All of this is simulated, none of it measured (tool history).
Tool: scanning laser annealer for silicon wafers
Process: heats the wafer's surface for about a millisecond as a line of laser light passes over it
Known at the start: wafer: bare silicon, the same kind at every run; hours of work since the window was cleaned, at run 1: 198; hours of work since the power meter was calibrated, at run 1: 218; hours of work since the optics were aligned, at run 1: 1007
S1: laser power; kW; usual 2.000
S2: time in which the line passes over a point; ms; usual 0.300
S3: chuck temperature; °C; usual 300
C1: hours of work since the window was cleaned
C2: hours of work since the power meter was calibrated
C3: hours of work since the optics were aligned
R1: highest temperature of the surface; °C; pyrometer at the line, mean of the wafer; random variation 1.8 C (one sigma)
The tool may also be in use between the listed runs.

{"run": 1, "day": 0.0, "S1": 2.0, "S2": 0.3, "S3": 300, "C1": 198, "C2": 218, "C3": 1007, "R1": 1020}
{"run": 2, "day": 0.621, "S1": 2.0, "S2": 0.243, "S3": 300, "C1": 210, "C2": 230, "C3": 1018, "R1": 949}
{"run": 3, "day": 1.05, "S1": 1.733, "S2": 0.3, "S3": 300, "C1": 218, "C2": 238, "C3": 1027, "R1": 916}
{"run": 4, "day": 1.333, "S1": 1.733, "S2": 0.3, "S3": 300, "C1": 223, "C2": 243, "C3": 1032, "R1": 911}
{"run": 5, "day": 1.771, "S1": 2.0, "S2": 0.266, "S3": 300, "C1": 231, "C2": 251, "C3": 1040, "R1": 981}
{"run": 6, "day": 2.067, "S1": 2.0, "S2": 0.218, "S3": 300, "C1": 237, "C2": 257, "C3": 1046, "R1": 916}
{"run": 7, "day": 2.354, "S1": 2.0, "S2": 0.342, "S3": 324, "C1": 243, "C2": 262, "C3": 1051, "R1": 1089}
{"run": 8, "day": 2.967, "S1": 2.0, "S2": 0.342, "S3": 324, "C1": 254, "C2": 274, "C3": 1063, "R1": 1091}
{"run": 9, "day": 3.567, "S1": 2.0, "S2": 0.288, "S3": 300, "C1": 266, "C2": 286, "C3": 1074, "R1": 1004}
{"run": 10, "day": 4.075, "S1": 2.0, "S2": 0.3, "S3": 325, "C1": 275, "C2": 295, "C3": 1084, "R1": 1042}
{"run": 11, "day": 4.692, "S1": 2.0, "S2": 0.287, "S3": 300, "C1": 287, "C2": 307, "C3": 1096, "R1": 1001}

Run 12 comes next. What will it give?
{"run": 12, "day": 5.267, "S1": 2.0, "S2": 0.287, "S3": 300, "C1": 298, "C2": 318, "C3": 1107, "R1": "?"}

{"run 12": {"R1": 1000}}
Without the tool's hidden state the same run would have given R1 1026 °C.
